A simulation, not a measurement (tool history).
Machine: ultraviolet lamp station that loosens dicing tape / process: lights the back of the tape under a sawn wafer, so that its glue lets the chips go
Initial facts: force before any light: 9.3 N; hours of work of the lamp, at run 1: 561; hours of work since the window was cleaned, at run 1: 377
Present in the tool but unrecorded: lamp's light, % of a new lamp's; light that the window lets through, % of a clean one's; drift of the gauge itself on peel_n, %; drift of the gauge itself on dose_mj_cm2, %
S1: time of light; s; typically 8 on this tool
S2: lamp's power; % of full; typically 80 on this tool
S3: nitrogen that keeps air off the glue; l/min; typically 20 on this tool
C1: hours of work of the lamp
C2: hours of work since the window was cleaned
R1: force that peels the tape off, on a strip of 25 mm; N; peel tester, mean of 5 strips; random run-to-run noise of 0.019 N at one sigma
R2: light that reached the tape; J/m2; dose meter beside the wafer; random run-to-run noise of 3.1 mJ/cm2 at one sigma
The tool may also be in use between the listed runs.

run,hour,S1,S2,S3,C1,C2,R1,R2
1,0.0,8,80,20,561,377,1.492,3740
2,21.5,8,80,20,574,390,1.448,3680
3,63.7,8,80,6,600,416,3.058,3690
4,84.3,8,80,6,612,429,3.066,3660
# hour 114.0: window cleaned of glue's vapour
5,128.4,8,80,6,639,9,2.774,4040
6,149.3,8,80,6,651,21,2.771,4050
7,179.2,8,80,6,669,40,2.758,3950
8,210.2,8,80,7,688,58,2.553,3900
9,232.3,8,80,7,702,72,2.636,3790
10,270.9,8,80,7,725,95,2.667,3800
11,299.9,14,78,8,743,113,1.092,6430
12,345.9,5,80,20,771,141,2.828,2330
13,369.7,4,80,25,785,155,3.330,1850
14,399.4,4,80,20,803,173,3.647,1800
15,437.7,4,80,20,826,196,3.761,1780
16,465.1,14,80,7,843,213,1.313,6360
17,510.7,11,92,26,871,241,0.555,5580
18,531.2,8,75,20,883,253,1.737,3280
19,564.9,5,80,12,904,274,3.897,2170
20,609.3,4,91,24,930,301,3.249,1930

5 ways to go on from here, each from the tool as it stands after run 20. What would each give?
A,640.0,9,68,6,949,319,?,?
B,640.0,5,87,24,949,319,?,?
C,640.0,4,80,11,949,319,?,?
D,640.0,8,73,17,949,319,?,?
E,640.0,7,91,8,949,319,?,?

run,R1,R2
A,3.437,3270
B,2.720,2300
C,4.724,1690
D,2.233,3030
E,2.906,3350
What these runs would have given with no unlogged condition in the tool:
run,R1,R2
A,2.316,4610
B,1.676,3250
C,3.592,2390
D,1.280,4300
E,1.842,4760

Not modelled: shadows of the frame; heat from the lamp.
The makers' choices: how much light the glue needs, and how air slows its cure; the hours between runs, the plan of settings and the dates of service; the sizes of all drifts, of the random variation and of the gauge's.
